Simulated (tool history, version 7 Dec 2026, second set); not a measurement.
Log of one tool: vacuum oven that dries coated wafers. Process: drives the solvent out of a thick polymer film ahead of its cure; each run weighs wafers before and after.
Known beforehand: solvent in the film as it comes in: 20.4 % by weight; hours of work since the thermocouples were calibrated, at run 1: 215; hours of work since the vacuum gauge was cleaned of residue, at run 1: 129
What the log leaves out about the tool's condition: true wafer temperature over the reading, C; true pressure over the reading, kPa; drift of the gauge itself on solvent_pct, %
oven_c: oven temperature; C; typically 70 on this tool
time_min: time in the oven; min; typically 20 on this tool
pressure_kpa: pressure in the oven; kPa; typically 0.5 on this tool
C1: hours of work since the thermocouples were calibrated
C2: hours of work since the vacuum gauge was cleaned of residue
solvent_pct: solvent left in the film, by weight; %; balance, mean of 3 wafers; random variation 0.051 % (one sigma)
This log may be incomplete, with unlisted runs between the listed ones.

Run 1, hour 0: usual settings; C1 215; C2 129. Result: solvent_pct 0.95 %.
Run 2, hour 18.1: usual settings; C1 223; C2 136. Result: solvent_pct 0.78 %.
Run 3, hour 27.8: usual settings; C1 227; C2 141. Result: solvent_pct 0.81 %.
Run 4, hour 40.2: usual settings; C1 233; C2 146. Result: solvent_pct 0.84 %.
Run 5, hour 51.5: usual settings; C1 238; C2 151. Result: solvent_pct 0.86 %.
Run 6, hour 66.5: usual settings; C1 244; C2 158. Result: solvent_pct 0.73 %.
Run 7, hour 75.8: usual settings; C1 248; C2 162. Result: solvent_pct 0.79 %.
Run 8, hour 95.2: usual settings; C1 257; C2 170. Result: solvent_pct 0.84 %.
Run 9, hour 111: usual settings but oven_c 80 C; C1 264; C2 177. Result: solvent_pct 0.09 %.
Run 10, hour 122.7: usual settings but oven_c 80 C; C1 269; C2 182. Result: solvent_pct 0.24 %.
Run 11, hour 134.2: usual settings but oven_c 80 C; C1 274; C2 188. Result: solvent_pct 0.09 %.
Run 12, hour 152.4: usual settings but oven_c 56 C; C1 282; C2 196. Result: solvent_pct 5.67 %.
Run 13, hour 161.2: usual settings but oven_c 56 C; C1 286; C2 199. Result: solvent_pct 5.68 %.
Run 14, hour 181.3: usual settings but oven_c 56 C, pressure_kpa 0.743 kPa; C1 295; C2 208. Result: solvent_pct 5.79 %.
Run 15, hour 201: usual settings; C1 303; C2 217. Result: solvent_pct 0.81 %.
Run 16, hour 213.4: usual settings but pressure_kpa 0.622 kPa; C1 309; C2 222. Result: solvent_pct 0.9 %.
Run 17, hour 224.3: usual settings but time_min 36 min, pressure_kpa 1.017 kPa; C1 314; C2 227. Result: solvent_pct 0.22 %.
Run 18, hour 235.7: usual settings but time_min 36 min, pressure_kpa 1.017 kPa; C1 319; C2 232. Result: solvent_pct 0.28 %.
Run 19, hour 253.1: usual settings but pressure_kpa 0.287 kPa; C1 326; C2 240. Result: solvent_pct 0.72 %.
Run 20, hour 269.7: usual settings but pressure_kpa 0.287 kPa; C1 333; C2 247. Result: solvent_pct 0.84 %.
Run 21, hour 288.6: usual settings but oven_c 73 C, time_min 31 min, pressure_kpa 0.531 kPa; C1 342; C2 255. Result: solvent_pct 0.15 %.
Run 22, hour 306.1: usual settings but oven_c 61 C, time_min 23 min, pressure_kpa 1.092 kPa; C1 349; C2 263. Result: solvent_pct 2.98 %.
Run 23, hour 316.1: usual settings but oven_c 77 C, time_min 17 min, pressure_kpa 0.609 kPa; C1 354; C2 267. Result: solvent_pct 0.33 %.
Run 24, hour 328.7: usual settings but oven_c 77 C, time_min 17 min, pressure_kpa 0.609 kPa; C1 359; C2 273. Result: solvent_pct 0.39 %.
Run 25, hour 341.5: usual settings but oven_c 77 C, time_min 17 min, pressure_kpa 0.609 kPa; C1 365; C2 279. Result: solvent_pct 0.3 %.
Run 26, hour 357.3: usual settings but oven_c 73 C, time_min 22 min, pressure_kpa 0.624 kPa; C1 372; C2 286. Result: solvent_pct 0.33 %.
Run 27, hour 372.1: usual settings but pressure_kpa 0.392 kPa; C1 379; C2 292. Result: solvent_pct 0.81 %.
Run 28, hour 389: usual settings but pressure_kpa 0.392 kPa; C1 386; C2 299. Result: solvent_pct 0.88 %.
Run 29, hour 398: usual settings but pressure_kpa 0.392 kPa; C1 390; C2 303. Result: solvent_pct 0.79 %.
Run 30, hour 409.3: usual settings but oven_c 75 C, time_min 25 min, pressure_kpa 0.542 kPa; C1 395; C2 308. Result: solvent_pct 0.24 %.
Run 31, hour 425.2: usual settings but oven_c 57 C, pressure_kpa 1.768 kPa; C1 402; C2 315. Result: solvent_pct 5.69 %.

Predict each of these 4 candidate next runs independently; none follows another, all start after run 31:
Run A, hour 439.1: usual settings but oven_c 78 C, time_min 19 min, pressure_kpa 1.768 kPa; C1 408; C2 322. Result: solvent_pct ?.
Run B, hour 439.1: usual settings but time_min 22 min; C1 408; C2 322. Result: solvent_pct ?.
Run C, hour 439.1: usual settings but oven_c 57 C, time_min 34 min, pressure_kpa 0.406 kPa; C1 408; C2 322. Result: solvent_pct ?.
Run D, hour 439.1: usual settings but oven_c 66 C, pressure_kpa 0.738 kPa; C1 408; C2 322. Result: solvent_pct ?.

run  solvent_pct
  A         0.46
  B         0.65
  C         2.32
  D         1.77
Without the tool's unlogged condition, the same runs would have read:
run  solvent_pct
  A         0.46
  B         0.64
  C         2.31
  D         1.76
